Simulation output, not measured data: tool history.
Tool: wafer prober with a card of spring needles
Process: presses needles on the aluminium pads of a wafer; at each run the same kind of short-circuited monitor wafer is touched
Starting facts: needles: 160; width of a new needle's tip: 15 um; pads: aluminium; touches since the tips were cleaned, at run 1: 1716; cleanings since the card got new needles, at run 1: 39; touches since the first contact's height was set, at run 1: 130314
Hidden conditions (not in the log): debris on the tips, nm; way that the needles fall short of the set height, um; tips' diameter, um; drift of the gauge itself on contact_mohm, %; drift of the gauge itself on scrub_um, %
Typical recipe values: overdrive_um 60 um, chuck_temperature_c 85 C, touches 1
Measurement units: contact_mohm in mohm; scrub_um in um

run   hour  overdrive_um  chuck_temperature_c  touches  touches since the tips were cleaned  cleanings since the card got new needles  touches since the first contact's height was set  contact_mohm  scrub_um
  1      0            60                   85        1                                 1716                                        39                                            130314           335     14.61
        16  -- tips cleaned on abrasive film
      36.9  -- tips cleaned on abrasive film
  2     39            60                   85        1                                  809                                        41                                            145342           300     14.42
      57.3  -- tips cleaned on abrasive film
  3   67.2            60                   85        1                                 3850                                        42                                            156223           373     14.48
      79.6  -- tips cleaned on abrasive film
      99.3  -- tips cleaned on abrasive film
  4  106.6            60                   85        1                                 2816                                        44                                            171396           352     14.36
     119.7  -- tips cleaned on abrasive film
     128.2  -- height of the first contact set anew
  5  135.3            60                   85        1                                 5909                                        45                                              2764           372     15.07
     139.1  -- tips cleaned on abrasive film
     158.3  -- tips cleaned on abrasive film
  6  158.3            60                   85        1                                    0                                        47                                             11598           269     14.87
     178.7  -- tips cleaned on abrasive film
  7  187.3            60                   85        1                                 3358                                        48                                             22796           351     14.94
       200  -- tips cleaned on abrasive film
     220.2  -- tips cleaned on abrasive film
  8  220.3            60                   85        1                                   37                                        50                                             35487           270     14.88
     241.1  -- tips cleaned on abrasive film
  9    243            60                   28        1                                  741                                        51                                             44226           295     14.96
     261.7  -- tips cleaned on abrasive film
 10  271.3            60                   28        1                                 3703                                        52                                             55155           362     14.55
     281.7  -- tips cleaned on abrasive film
     300.9  -- tips cleaned on abrasive film
 11  313.3            60                   85        1                                 4788                                        54                                             71323           376     14.81
     321.3  -- tips cleaned on abrasive film
     340.1  -- tips cleaned on abrasive film
 12  343.5            60                   85        1                                 1317                                        56                                             82950           328     14.64
     359.3  -- tips cleaned on abrasive film
 13  373.7            60                   85        1                                 5578                                        57                                             94621           382     14.78
       380  -- tips cleaned on abrasive film
     400.4  -- tips cleaned on abrasive film
 14  415.3            60                   85        1                                 5750                                        59                                            110623           384     14.76
     422.5  -- tips cleaned on abrasive film
     443.3  -- tips cleaned on abrasive film
 15  456.7            57                   85        1                                 5207                                        61                                            126601           395     13.72
     465.6  -- tips cleaned on abrasive film
     488.2  -- tips cleaned on abrasive film
 16  494.9            57                   34        1                                 2593                                        63                                            141322           357     13.78
     508.9  -- tips cleaned on abrasive film
 17    526            57                   34        1                                 6628                                        64                                            153328           402     14.04
     529.6  -- tips cleaned on abrasive film
     551.4  -- tips cleaned on abrasive film
 18  553.4            57                   34        1                                  773                                        66                                            163859           294     13.63
     570.8  -- tips cleaned on abrasive film
 19    583            44                   43        2                                 4723                                        67                                            175266           384     10.43
     589.8  -- tips cleaned on abrasive film
     596.7  -- height of the first contact set anew
     610.4  -- tips cleaned on abrasive film
 20  610.4            60                   86        2                                    0                                        69                                              5282           263     14.91
     629.4  -- tips cleaned on abrasive film
 21  639.5            60                   86        2                                 3932                                        70                                             16514           330     14.98
     649.6  -- tips cleaned on abrasive film
     671.8  -- tips cleaned on abrasive film
 22  680.1            61                   54        1                                 3200                                        72                                             32143           358     15.15
     692.5  -- tips cleaned on abrasive film
 23    702            60                   86        1                                 3672                                        73                                             40575           364     14.72
     712.3  -- tips cleaned on abrasive film
 24  725.6            56                   27        2                                 5169                                        74                                             49681           336     13.75
     732.2  -- tips cleaned on abrasive film
     751.6  -- tips cleaned on abrasive film
     771.9  -- tips cleaned on abrasive film
 25  772.8            56                   27        2                                  338                                        77                                             67832           267     13.62
     792.9  -- tips cleaned on abrasive film
     815.1  -- tips cleaned on abrasive film
 26  816.3            56                   71        2                                  452                                        79                                             84606           285     13.71
     835.9  -- tips cleaned on abrasive film
 27    837            50                   85        2                                  442                                        80                                             92587           299     12.04
     855.9  -- tips cleaned on abrasive film
     875.3  -- tips cleaned on abrasive film
 28    881            60                   36        2                                 2231                                        82                                            109555           302     14.67
     895.3  -- tips cleaned on abrasive film
     914.1  -- tips cleaned on abrasive film
 29  915.3            47                   97        1                                  450                                        84                                            122747           308     11.21
     933.1  -- tips cleaned on abrasive film
 30  941.6            50                   97        1                                 3279                                        85                                            132882           414     11.84

Below are 3 alternative next runs, each starting from the tool's condition after run 30. Predict each:
     955.3  -- tips cleaned on abrasive film
     975.4  -- tips cleaned on abrasive film
  A  983.5            42                  125        2                                 3129                                        87                                            149026             ?         ?
     955.3  -- tips cleaned on abrasive film
     975.4  -- tips cleaned on abrasive film
  B  983.5            50                   51        1                                 3129                                        87                                            149026             ?         ?
     955.3  -- tips cleaned on abrasive film
     975.4  -- tips cleaned on abrasive film
  C  983.5            50                   35        2                                 3129                                        87                                            149026             ?         ?

run  contact_mohm  scrub_um
  A           392      9.86
  B           404        12
  C           347     12.19
Without the tool's hidden state the same runs would have given:
run  contact_mohm  scrub_um
  A           279     10.29
  B           253     12.43
  C           253     12.63
